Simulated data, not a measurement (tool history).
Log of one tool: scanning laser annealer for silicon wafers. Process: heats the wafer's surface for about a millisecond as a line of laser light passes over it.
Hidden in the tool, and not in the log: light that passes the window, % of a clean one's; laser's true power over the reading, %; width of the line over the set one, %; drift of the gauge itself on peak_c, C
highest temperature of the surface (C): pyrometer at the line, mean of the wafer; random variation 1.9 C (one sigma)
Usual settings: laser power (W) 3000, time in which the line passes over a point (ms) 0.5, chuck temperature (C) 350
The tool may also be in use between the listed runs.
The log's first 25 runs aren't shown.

run	hour	laser power (W)	time in which the line passes over a point (ms)	chuck temperature (C)	hours of work since the window was cleaned	hours of work since the power meter was calibrated	hours of work since the optics were aligned	highest temperature of the surface (C)
26	209.8	3113	0.465	333	26	259	49	1099
27	220.6	3113	0.465	333	31	264	54	1098
28	228.7	3113	0.465	333	35	268	58	1099
29	238.5	3113	0.465	333	40	273	62	1099
30	249.8	3113	0.465	333	45	278	68	1100
31	255.5	2814	0.5	370	48	281	70	1082
32	266.9	2942	0.5	370	54	287	76	1120
33	272.3	2739	0.401	350	56	289	78	957
34	281.5	3122	0.461	350	61	294	83	1113
35	288.4	2768	0.434	359	64	297	86	999
36	295.9	2713	0.608	385	67	300	90	1153
37	302.8	2713	0.608	385	71	304	93	1149
38	310.9	2713	0.509	385	75	308	97	1075
39	319.3	2713	0.413	318	79	312	101	926
40	329.4	2713	0.413	318	83	317	106	927
41	336.8	2713	0.413	318	87	320	109	924

3 ways to go on from here, each from the tool as it stands after run 41. What would each give?
A	342.8	2805	0.458	329	90	323	112	?
B	342.8	2818	0.526	380	90	323	112	?
C	342.8	2820	0.563	325	90	323	112	?

run	highest temperature of the surface (C)
A	1001
B	1115
C	1092
Without the tool's hidden state the same runs would have given:
run	highest temperature of the surface (C)
A	1005
B	1119
C	1097
